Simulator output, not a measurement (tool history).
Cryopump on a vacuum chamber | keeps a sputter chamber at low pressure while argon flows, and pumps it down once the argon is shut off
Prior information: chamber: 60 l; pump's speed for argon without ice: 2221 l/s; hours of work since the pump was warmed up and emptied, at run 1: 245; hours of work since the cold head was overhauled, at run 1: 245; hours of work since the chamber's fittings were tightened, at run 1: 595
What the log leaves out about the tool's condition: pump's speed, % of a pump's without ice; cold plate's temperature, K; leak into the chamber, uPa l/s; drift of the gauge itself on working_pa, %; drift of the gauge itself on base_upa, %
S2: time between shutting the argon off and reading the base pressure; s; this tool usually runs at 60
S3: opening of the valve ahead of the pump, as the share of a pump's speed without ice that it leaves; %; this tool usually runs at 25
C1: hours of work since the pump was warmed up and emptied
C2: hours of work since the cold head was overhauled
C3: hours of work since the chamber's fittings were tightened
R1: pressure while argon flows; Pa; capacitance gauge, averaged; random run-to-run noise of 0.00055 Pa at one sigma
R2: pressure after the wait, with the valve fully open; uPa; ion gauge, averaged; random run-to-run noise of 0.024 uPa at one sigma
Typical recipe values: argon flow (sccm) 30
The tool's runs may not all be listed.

{"run": 1, "hour": 0.0, "argon flow (sccm)": 30, "S2": 60, "S3": 25, "C1": 245, "C2": 245, "C3": 595, "R1": 0.0926, "R2": 1.58}
{"run": 2, "hour": 11.9, "argon flow (sccm)": 30, "S2": 60, "S3": 25, "C1": 251, "C2": 251, "C3": 601, "R1": 0.0921, "R2": 1.53}
{"run": 3, "hour": 22.4, "argon flow (sccm)": 30, "S2": 60, "S3": 25, "C1": 256, "C2": 256, "C3": 606, "R1": 0.0922, "R2": 1.59}
{"run": 4, "hour": 33.1, "argon flow (sccm)": 30, "S2": 60, "S3": 25, "C1": 262, "C2": 262, "C3": 611, "R1": 0.0932, "R2": 1.62}
{"run": 5, "hour": 40.3, "argon flow (sccm)": 30, "S2": 60, "S3": 25, "C1": 265, "C2": 265, "C3": 615, "R1": 0.092, "R2": 1.66}
{"run": 6, "hour": 50.3, "argon flow (sccm)": 30, "S2": 60, "S3": 25, "C1": 270, "C2": 270, "C3": 620, "R1": 0.093, "R2": 1.62}
{"run": 7, "hour": 66.2, "argon flow (sccm)": 30, "S2": 60, "S3": 25, "C1": 278, "C2": 278, "C3": 628, "R1": 0.0933, "R2": 1.64}
{"run": 8, "hour": 78.2, "argon flow (sccm)": 30, "S2": 60, "S3": 25, "C1": 284, "C2": 284, "C3": 634, "R1": 0.0924, "R2": 1.67}
{"run": 9, "hour": 87.8, "argon flow (sccm)": 30, "S2": 60, "S3": 25, "C1": 289, "C2": 289, "C3": 639, "R1": 0.0921, "R2": 1.61}
{"run": 10, "hour": 97.4, "argon flow (sccm)": 30, "S2": 93, "S3": 25, "C1": 294, "C2": 294, "C3": 644, "R1": 0.0938, "R2": 1.39}
{"run": 11, "hour": 112.4, "argon flow (sccm)": 30, "S2": 60, "S3": 25, "C1": 301, "C2": 301, "C3": 651, "R1": 0.0928, "R2": 1.73}
{"run": 12, "hour": 120.5, "argon flow (sccm)": 30, "S2": 60, "S3": 25, "C1": 305, "C2": 305, "C3": 655, "R1": 0.0924, "R2": 1.64}
{"run": 13, "hour": 128.1, "argon flow (sccm)": 30, "S2": 60, "S3": 25, "C1": 309, "C2": 309, "C3": 659, "R1": 0.0927, "R2": 1.66}
{"run": 14, "hour": 137.8, "argon flow (sccm)": 30, "S2": 60, "S3": 25, "C1": 314, "C2": 314, "C3": 664, "R1": 0.093, "R2": 1.66}
{"run": 15, "hour": 154.4, "argon flow (sccm)": 30, "S2": 60, "S3": 25, "C1": 322, "C2": 322, "C3": 672, "R1": 0.0916, "R2": 1.69}
{"run": 16, "hour": 171.0, "argon flow (sccm)": 37, "S2": 60, "S3": 25, "C1": 331, "C2": 331, "C3": 680, "R1": 0.114, "R2": 1.61}
{"run": 17, "hour": 179.8, "argon flow (sccm)": 18, "S2": 60, "S3": 25, "C1": 335, "C2": 335, "C3": 685, "R1": 0.055, "R2": 1.7}
{"run": 18, "hour": 192.0, "argon flow (sccm)": 18, "S2": 60, "S3": 25, "C1": 341, "C2": 341, "C3": 691, "R1": 0.0558, "R2": 1.76}
{"run": 19, "hour": 207.6, "argon flow (sccm)": 41, "S2": 264, "S3": 40, "C1": 349, "C2": 349, "C3": 699, "R1": 0.0808, "R2": 1.09}

What does the tool deliver on the next run?
{"run": 20, "hour": 214.8, "argon flow (sccm)": 41, "S2": 264, "S3": 40, "C1": 353, "C2": 353, "C3": 702, "R1": "?", "R2": "?"}

Run 20 gave R1 0.0816 Pa, R2 1.16 uPa.
Had the tool carried no hidden state, the very same run would have given R1 0.0793 Pa, R2 0.31 uPa.

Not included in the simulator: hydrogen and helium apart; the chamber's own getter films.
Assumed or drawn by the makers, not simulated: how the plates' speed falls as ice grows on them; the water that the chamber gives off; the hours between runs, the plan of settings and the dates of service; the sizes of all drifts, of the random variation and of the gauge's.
